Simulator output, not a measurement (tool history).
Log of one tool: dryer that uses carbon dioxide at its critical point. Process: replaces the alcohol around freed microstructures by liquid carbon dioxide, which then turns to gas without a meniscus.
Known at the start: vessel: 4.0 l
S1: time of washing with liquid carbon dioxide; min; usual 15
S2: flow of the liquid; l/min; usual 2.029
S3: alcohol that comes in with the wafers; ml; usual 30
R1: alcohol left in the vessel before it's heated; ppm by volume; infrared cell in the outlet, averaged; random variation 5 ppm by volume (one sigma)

run,hour,S1,S2,S3,R1
1,0,15,2.029,30,38
2,5.7,16,2.029,30,32
3,14.3,16,2.029,30,40
4,20.3,16,2.029,30,32
5,27.8,16,2.029,30,41
6,33.4,15,1.32,30,119
7,42.8,15,2.029,30,46
8,48,15,2.029,68,46
9,55.6,10,2.029,68,207
10,63.7,15,2.029,85,58
11,67.9,15,2.029,85,54
12,74.3,15,2.95,85,25
13,80.7,15,2.029,30,51
14,85.1,15,2.029,30,44
15,91.1,15,2.029,30,43
16,100.8,15,2.029,30,46
17,107.2,15,2.029,30,49
18,114.5,15,2.029,30,49
19,118.9,15,2.029,30,43
20,125.7,15,1.85,30,51
21,131.6,15,1.85,30,56
22,140.3,15,1.85,30,59
23,145.4,15,1.85,30,63
24,155.2,15,2.029,111,78
25,161.7,17,2.029,21,52
26,169.9,15,2.029,79,65
27,174.6,15,2.029,42,50
28,183.2,15,1.79,56,82
29,191,21,2.029,39,53
30,197.2,14,2.029,102,87
31,205.6,14,2.029,102,98
32,213.8,14,2.029,102,99
33,219.5,14,2.029,102,82
34,228.6,14,2.029,102,86
35,233.6,14,1.95,21,70
36,241.2,14,2.03,113,88
37,249.8,14,2.03,113,97
38,258.3,22,2.029,72,46
39,263.6,19,2.19,99,58
40,271,17,3.14,30,46
41,275.8,21,2.27,79,46
42,281,21,2.27,79,51
43,289.6,21,2.27,79,48
44,294.8,18,1.71,21,60
45,300.4,18,1.71,87,79
46,310,18,1.71,87,75
47,316.7,18,1.7,84,79
48,326,18,3.1,21,50

Forecast each of these 3 alternatives for the next run:
A,332.3,18,3.1,66,?
B,332.3,15,3.04,30,?
C,332.3,15,3.1,98,?

run,R1
A,61
B,61
C,64
Without the tool's hidden state the same runs would have given:
run,R1
A,9
B,9
C,12
